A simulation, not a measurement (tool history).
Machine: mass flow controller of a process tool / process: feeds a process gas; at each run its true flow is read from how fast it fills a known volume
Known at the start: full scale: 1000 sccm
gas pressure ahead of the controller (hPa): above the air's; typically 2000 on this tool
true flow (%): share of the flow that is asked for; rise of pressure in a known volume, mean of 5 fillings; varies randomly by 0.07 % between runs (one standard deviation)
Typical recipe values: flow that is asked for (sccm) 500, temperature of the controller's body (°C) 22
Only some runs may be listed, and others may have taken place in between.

| run | hour | flow that is asked for (sccm) | gas pressure ahead of the controller (hPa) | temperature of the controller's body (°C) | true flow (%) |
|---|---|---|---|---|---|
| 1 | 0 | 500 | 2000 | 22 | 99.24 |
| 2 | 88.2 | 500 | 2000 | 22 | 99.2 |
| 3 | 188 | 500 | 2000 | 22 | 99.18 |
| 4 | 276.5 | 500 | 2000 | 22 | 99.04 |
| 5 | 369.6 | 500 | 2000 | 22 | 99.25 |
| 6 | 421.9 | 500 | 2000 | 22 | 99.25 |
| 7 | 509.6 | 500 | 2000 | 22 | 99.24 |
| 8 | 560.2 | 500 | 2000 | 22 | 99.29 |
| 9 | 613.8 | 500 | 2000 | 22 | 99.23 |
| 10 | 662.5 | 500 | 2000 | 22 | 99.33 |
| 11 | 714.9 | 500 | 2000 | 22 | 99.39 |
| 12 | 786.2 | 500 | 2000 | 22 | 99.35 |
| 13 | 833.5 | 500 | 2000 | 22 | 99.33 |
| 14 | 913.3 | 500 | 2000 | 22 | 99.41 |
| 15 | 996.7 | 500 | 2000 | 22 | 99.36 |
| 16 | 1074.3 | 500 | 1580 | 22 | 99.44 |
| 17 | 1159.6 | 117 | 2000 | 22 | 99.62 |
| 18 | 1243.2 | 500 | 2000 | 22 | 99.53 |
| 19 | 1335.9 | 500 | 2000 | 37 | 100.74 |
| 20 | 1423.9 | 500 | 2000 | 37 | 100.78 |
| 21 | 1511.4 | 500 | 2000 | 37 | 100.8 |
| 22 | 1587.7 | 500 | 2000 | 22 | 99.58 |
| 23 | 1636.6 | 500 | 1840 | 22 | 99.68 |
| 24 | 1690.5 | 500 | 1840 | 22 | 99.69 |
| 25 | 1791.3 | 976 | 2570 | 30 | 100.96 |
| 26 | 1868.1 | 925 | 2470 | 30 | 100.9 |
| 27 | 1928 | 165 | 1790 | 22 | 99.93 |
| 28 | 2031 | 779 | 2130 | 21 | 100.06 |
|  | 2039.7 | controller's zero set anew |
| 29 | 2084.8 | 168 | 1790 | 21 | 99.87 |
| 30 | 2129.4 | 115 | 2580 | 20 | 100.48 |
| 31 | 2224.6 | 196 | 2000 | 22 | 100.11 |
| 32 | 2324.4 | 115 | 1480 | 30 | 101.56 |
| 33 | 2371.2 | 191 | 2210 | 25 | 100.31 |

Run 34, settings as shown, results not yet in. Your forecast:
| 34 | 2415.3 | 191 | 2210 | 25 | ? |

true flow (%): 100.33
Were there no unlogged condition in the tool, this run, its random variation unchanged, would have produced true flow (%) 98.3.
